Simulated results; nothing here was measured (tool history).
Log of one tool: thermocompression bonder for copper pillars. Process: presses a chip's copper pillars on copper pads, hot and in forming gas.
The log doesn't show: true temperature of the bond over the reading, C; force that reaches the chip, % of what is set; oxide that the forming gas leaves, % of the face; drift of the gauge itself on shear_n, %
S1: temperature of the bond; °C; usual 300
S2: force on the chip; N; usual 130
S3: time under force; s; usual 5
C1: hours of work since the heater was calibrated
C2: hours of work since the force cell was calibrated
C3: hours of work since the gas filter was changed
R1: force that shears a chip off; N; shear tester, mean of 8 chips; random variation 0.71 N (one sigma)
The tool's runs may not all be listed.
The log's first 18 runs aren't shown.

run 19 hour=131.2 | S1=300 S2=130 S3=5 | C1=329 C2=248 C3=128 | R1=48.1
run 20 hour=137.2 | S1=300 S2=130 S3=9 | C1=332 C2=251 C3=132 | R1=60.0
run 21 hour=143.8 | S1=318 S2=92 S3=13 | C1=335 C2=255 C3=135 | R1=55.5
run 22 hour=148.7 | S1=318 S2=92 S3=13 | C1=338 C2=257 C3=138 | R1=55.1
run 23 hour=153.9 | S1=313 S2=187 S3=7 | C1=340 C2=260 C3=140 | R1=82.4
run 24 hour=160.4 | S1=313 S2=187 S3=7 | C1=344 C2=263 C3=144 | R1=83.5
run 25 hour=166.5 | S1=300 S2=187 S3=4 | C1=347 C2=266 C3=147 | R1=63.1
run 26 hour=175.9 | S1=289 S2=179 S3=9 | C1=352 C2=271 C3=152 | R1=72.2
run 27 hour=186.1 | S1=289 S2=179 S3=9 | C1=357 C2=277 C3=157 | R1=73.1
run 28 hour=193.6 | S1=286 S2=130 S3=6 | C1=361 C2=280 C3=161 | R1=42.0
run 29 hour=198.0 | S1=286 S2=130 S3=6 | C1=363 C2=283 C3=163 | R1=44.5
run 30 hour=202.5 | S1=291 S2=100 S3=4 | C1=365 C2=285 C3=165 | R1=28.5
run 31 hour=210.1 | S1=291 S2=100 S3=4 | C1=369 C2=289 C3=169 | R1=27.7
run 32 hour=219.3 | S1=301 S2=130 S3=5 | C1=374 C2=294 C3=174 | R1=45.9

The next listed run, before its measurement:
run 33 hour=225.7 | S1=301 S2=190 S3=5 | C1=378 C2=297 C3=177 | R1=?

Run 33 gave R1 69.0 N.
Without the tool's hidden state the same run would have given R1 74.6 N.
